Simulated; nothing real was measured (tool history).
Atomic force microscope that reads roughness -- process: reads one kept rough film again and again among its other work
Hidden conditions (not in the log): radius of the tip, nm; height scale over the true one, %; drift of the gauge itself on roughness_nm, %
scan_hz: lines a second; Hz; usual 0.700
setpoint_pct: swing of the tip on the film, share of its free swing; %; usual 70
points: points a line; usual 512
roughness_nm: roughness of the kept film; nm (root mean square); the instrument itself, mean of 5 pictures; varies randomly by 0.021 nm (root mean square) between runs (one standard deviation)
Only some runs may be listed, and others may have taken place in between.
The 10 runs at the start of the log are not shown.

run     day  scan_hz  setpoint_pct  points  pictures with this tip  hours of work since the height scale was calibrated  roughness_nm
 11   9.438    0.700            70     512                     122                                                  367         4.984
 12  10.496    0.700            70     512                     148                                                  380         4.942
 13  11.175    0.700            70     512                     166                                                  388         4.961
 14  11.900    0.700            70     512                     184                                                  396         4.872
 15  12.692    0.700            70     507                     204                                                  405         4.851
 16  13.425    0.700            70     507                     222                                                  414         4.892
 17  14.238    0.700            70     512                     243                                                  423         4.842
 18  15.362    2.462            70     512                     271                                                  436         4.689
 19  16.158    0.700            82     512                     292                                                  446         4.766
 20  17.321    0.700            82     512                     321                                                  459         4.730
     18.175  -- new tip fitted
 21  18.596    0.700            82     512                      11                                                  474         4.962
 22  19.258    0.700            70     483                      27                                                  481         5.037
 23  20.446    0.700            78     483                      57                                                  495         5.012
 24  21.225    0.700            78     483                      77                                                  504         4.978
 25  22.292    3.106            70     512                     104                                                  517         4.743
 26  23.583    3.106            70     512                     137                                                  532         4.764
 27  24.504    3.106            70     512                     160                                                  542         4.713
 28  25.400    3.106            70     512                     183                                                  553         4.693
 29  26.662    3.106            70     512                     215                                                  567         4.678
 30  27.371    0.700            63     512                     232                                                  576         4.847
 31  28.358    3.239            72     300                     257                                                  587         4.541
 32  29.083    0.700            68     319                     276                                                  595         4.815

Run 33, settings as shown, results not yet in. Your forecast:
 33  29.938    3.553            89     497                     297                                                  605             ?

{"run 33": {"roughness_nm": 4.159}}
With no hidden state in the tool, this same run would have given roughness_nm 4.403 nm (root mean square).

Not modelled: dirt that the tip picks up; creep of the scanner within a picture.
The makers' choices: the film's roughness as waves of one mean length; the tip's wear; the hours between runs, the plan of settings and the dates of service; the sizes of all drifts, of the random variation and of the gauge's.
